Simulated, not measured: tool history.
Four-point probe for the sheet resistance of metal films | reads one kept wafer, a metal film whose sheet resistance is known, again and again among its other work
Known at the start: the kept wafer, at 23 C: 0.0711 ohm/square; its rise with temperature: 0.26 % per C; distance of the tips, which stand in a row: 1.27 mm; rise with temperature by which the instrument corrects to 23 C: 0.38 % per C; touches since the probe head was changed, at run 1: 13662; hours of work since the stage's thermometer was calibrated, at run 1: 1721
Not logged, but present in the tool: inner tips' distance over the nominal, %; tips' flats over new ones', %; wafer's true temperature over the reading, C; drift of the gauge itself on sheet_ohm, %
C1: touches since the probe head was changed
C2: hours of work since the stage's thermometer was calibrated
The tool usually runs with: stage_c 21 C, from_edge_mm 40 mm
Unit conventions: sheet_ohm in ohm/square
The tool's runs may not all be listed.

run 1 hour=0 | stage_c=21 from_edge_mm=40 | C1=13662 C2=1721 | sheet_ohm=0.071101
run 2 hour=23.9 | stage_c=21 from_edge_mm=40 | C1=14064 C2=1730 | sheet_ohm=0.071103
run 3 hour=46.7 | stage_c=19 from_edge_mm=40 | C1=14446 C2=1740 | sheet_ohm=0.071258
run 4 hour=74 | stage_c=23 from_edge_mm=40 | C1=14904 C2=1751 | sheet_ohm=0.070965
run 5 hour=87.9 | stage_c=21 from_edge_mm=40 | C1=15136 C2=1757 | sheet_ohm=0.071094
run 6 hour=110.8 | stage_c=19 from_edge_mm=40 | C1=15521 C2=1766 | sheet_ohm=0.07125
run 7 hour=132.8 | stage_c=19 from_edge_mm=40 | C1=15890 C2=1775 | sheet_ohm=0.071282
run 8 hour=151.3 | stage_c=20 from_edge_mm=40 | C1=16201 C2=1782 | sheet_ohm=0.071167
run 9 hour=163.6 | stage_c=20 from_edge_mm=40 | C1=16407 C2=1787 | sheet_ohm=0.071157
run 10 hour=192 | stage_c=21 from_edge_mm=4 | C1=16883 C2=1799 | sheet_ohm=0.074685
run 11 hour=205 | stage_c=21 from_edge_mm=6 | C1=17101 C2=1804 | sheet_ohm=0.072714
run 12 hour=223.2 | stage_c=21 from_edge_mm=40 | C1=17407 C2=1812 | sheet_ohm=0.071096
run 13 hour=236.6 | stage_c=21 from_edge_mm=40 | C1=17632 C2=1817 | sheet_ohm=0.071102
run 14 hour=251.7 | stage_c=21 from_edge_mm=8 | C1=17886 C2=1823 | sheet_ohm=0.07198
run 15 hour=273.3 | stage_c=21 from_edge_mm=40 | C1=18247 C2=1832 | sheet_ohm=0.071082
run 16 hour=295.2 | stage_c=21 from_edge_mm=10 | C1=18615 C2=1841 | sheet_ohm=0.071673
run 17 hour=317.3 | stage_c=21 from_edge_mm=10 | C1=18985 C2=1850 | sheet_ohm=0.071643
run 18 hour=339.4 | stage_c=21 from_edge_mm=10 | C1=19355 C2=1859 | sheet_ohm=0.071661
run 19 hour=354.1 | stage_c=21 from_edge_mm=47 | C1=19603 C2=1865 | sheet_ohm=0.071049
run 20 hour=377.7 | stage_c=21 from_edge_mm=47 | C1=19999 C2=1875 | sheet_ohm=0.071051
run 21 hour=398.8 | stage_c=21 from_edge_mm=47 | C1=20353 C2=1883 | sheet_ohm=0.071058
run 22 hour=415.2 | stage_c=21 from_edge_mm=47 | C1=20629 C2=1890 | sheet_ohm=0.071052
run 23 hour=434.2 | stage_c=21 from_edge_mm=47 | C1=20946 C2=1898 | sheet_ohm=0.071059
run 24 hour=451.8 | stage_c=21 from_edge_mm=47 | C1=21241 C2=1905 | sheet_ohm=0.071063
run 25 hour=465.9 | stage_c=21 from_edge_mm=47 | C1=21479 C2=1911 | sheet_ohm=0.071058
run 26 hour=483.8 | stage_c=27 from_edge_mm=69 | C1=21778 C2=1918 | sheet_ohm=0.070541
run 27 hour=499.6 | stage_c=30 from_edge_mm=24 | C1=22044 C2=1925 | sheet_ohm=0.070372
run 28 hour=521.5 | stage_c=34 from_edge_mm=33 | C1=22411 C2=1934 | sheet_ohm=0.070026
run 29 hour=536.7 | stage_c=34 from_edge_mm=33 | C1=22666 C2=1940 | sheet_ohm=0.070019
run 30 hour=555.5 | stage_c=25 from_edge_mm=4 | C1=22982 C2=1947 | sheet_ohm=0.074315
run 31 hour=583.6 | stage_c=22 from_edge_mm=7 | C1=23454 C2=1959 | sheet_ohm=0.072163
run 32 hour=596.1 | stage_c=21 from_edge_mm=10 | C1=23663 C2=1964 | sheet_ohm=0.071629
-- hour=610.3 stage's thermometer calibrated
run 33 hour=616 | stage_c=22 from_edge_mm=12 | C1=23987 C2=2 | sheet_ohm=0.07144
run 34 hour=638.6 | stage_c=21 from_edge_mm=6 | C1=24366 C2=12 | sheet_ohm=0.072803
run 35 hour=658.8 | stage_c=19 from_edge_mm=54 | C1=24707 C2=20 | sheet_ohm=0.07132
run 36 hour=678 | stage_c=33 from_edge_mm=67 | C1=25028 C2=28 | sheet_ohm=0.070158
run 37 hour=700.6 | stage_c=21 from_edge_mm=5 | C1=25408 C2=37 | sheet_ohm=0.073523
run 38 hour=720.3 | stage_c=23 from_edge_mm=3 | C1=25738 C2=45 | sheet_ohm=0.077173
run 39 hour=735.9 | stage_c=23 from_edge_mm=3 | C1=26000 C2=51 | sheet_ohm=0.077161
run 40 hour=747.5 | stage_c=23 from_edge_mm=18 | C1=26195 C2=56 | sheet_ohm=0.071139
run 41 hour=769.9 | stage_c=25 from_edge_mm=20 | C1=26569 C2=65 | sheet_ohm=0.070927
run 42 hour=783 | stage_c=28 from_edge_mm=9 | C1=26789 C2=71 | sheet_ohm=0.07127
run 43 hour=804.2 | stage_c=26 from_edge_mm=5 | C1=27145 C2=79 | sheet_ohm=0.073061
run 44 hour=830.1 | stage_c=19 from_edge_mm=66 | C1=27580 C2=90 | sheet_ohm=0.071336
run 45 hour=855.3 | stage_c=19 from_edge_mm=66 | C1=28002 C2=100 | sheet_ohm=0.071306

3 options for the next run, each taken on its own from the tool as it stands now. Forecast them:
run A hour=883.1 | stage_c=34 from_edge_mm=66 | C1=28469 C2=111 | sheet_ohm=?
run B hour=883.1 | stage_c=25 from_edge_mm=38 | C1=28469 C2=111 | sheet_ohm=?
run C hour=883.1 | stage_c=32 from_edge_mm=40 | C1=28469 C2=111 | sheet_ohm=?

run=A sheet_ohm=0.07007
run=B sheet_ohm=0.070827
run=C sheet_ohm=0.070238
What these runs would have given with no unlogged condition in the tool:
run=A sheet_ohm=0.070229
run=B sheet_ohm=0.070988
run=C sheet_ohm=0.070397
